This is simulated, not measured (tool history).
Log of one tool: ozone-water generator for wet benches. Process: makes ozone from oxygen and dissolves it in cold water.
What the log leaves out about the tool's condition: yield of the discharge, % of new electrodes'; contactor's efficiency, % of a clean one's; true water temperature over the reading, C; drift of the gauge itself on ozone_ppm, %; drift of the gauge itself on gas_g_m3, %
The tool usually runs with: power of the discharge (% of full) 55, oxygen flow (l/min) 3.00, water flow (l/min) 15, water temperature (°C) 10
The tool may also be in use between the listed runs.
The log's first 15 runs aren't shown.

run   hour  power of the discharge (% of full)  oxygen flow (l/min)  water flow (l/min)  water temperature (°C)  hours of work since the electrodes were changed  hours of work since the contactor was cleaned  hours of work since the thermometer was calibrated  dissolved ozone (ppm)  ozone in the gas ahead of the water (g/m3)
 16  332.6                                  55                 2.43                  15                      10                                              477                                           3609                                                  62                   18.8                                       192.6
 17  348.2                                  55                 2.43                  15                      10                                              490                                           3622                                                  75                   18.9                                       191.5
     353.3  -- water thermometer calibrated, once more
 18  377.0                                  41                 3.95                  13                       6                                              513                                           3645                                                  19                   18.0                                       112.8
 19  407.8                                  41                 3.95                  13                       6                                              537                                           3670                                                  44                   18.3                                       114.0
 20  433.3                                  74                 3.00                  15                       9                                              558                                           3690                                                  65                   24.1                                       206.9
 21  464.0                                  55                 3.00                   9                      13                                              583                                           3715                                                  89                   27.0                                       166.1
 22  495.7                                  55                 3.00                  16                      16                                              608                                           3740                                                 115                   17.0                                       166.3
 23  521.1                                  40                 3.00                  12                      15                                              629                                           3761                                                 136                   16.6                                       130.8
 24  546.7                                  55                 3.92                  15                      10                                              650                                           3782                                                 156                   19.1                                       141.4
 25  571.5                                  55                 3.92                  15                      10                                              670                                           3802                                                 176                   19.3                                       141.8
 26  590.4                                  55                 5.17                  15                      10                                              685                                           3817                                                 191                   18.8                                       118.1
 27  608.4                                  55                 3.00                  14                      10                                              699                                           3832                                                 206                   20.1                                       167.4
 28  630.3                                  55                 3.00                  15                       5                                              717                                           3849                                                 224                   20.1                                       166.6
 29  653.5                                  55                 3.48                  15                      10                                              736                                           3868                                                 242                   19.0                                       153.5
 30  675.0                                  55                 3.48                  15                      10                                              753                                           3885                                                 260                   18.7                                       151.9
 31  698.4                                  55                 3.48                  15                      10                                              772                                           3904                                                 279                   18.9                                       152.3
 32  713.7                                  55                 3.48                  15                      10                                              784                                           3917                                                 291                   19.1                                       150.7

What if the next run were any one of these 5? Each begins from the tool's condition after run 32:
  A  733.0                                  55                 4.17                  15                       5                                              800                                           3932                                                 307                      ?                                           ?
  B  733.0                                  55                 2.20                  15                      10                                              800                                           3932                                                 307                      ?                                           ?
  C  733.0                                  55                 4.51                  13                       7                                              800                                           3932                                                 307                      ?                                           ?
  D  733.0                                  86                 3.48                  20                      10                                              800                                           3932                                                 307                      ?                                           ?
  E  733.0                                  55                 4.47                  10                      13                                              800                                           3932                                                 307                      ?                                           ?

run  dissolved ozone (ppm)  ozone in the gas ahead of the water (g/m3)
  A                   20.3                                       135.0
  B                   18.7                                       201.7
  C                   21.9                                       129.0
  D                   20.8                                       210.4
  E                   24.0                                       129.7
Without the tool's unlogged condition, the same runs would have read:
run  dissolved ozone (ppm)  ozone in the gas ahead of the water (g/m3)
  A                   20.7                                       135.4
  B                   19.0                                       202.4
  C                   22.3                                       129.4
  D                   21.2                                       211.5
  E                   24.4                                       130.1
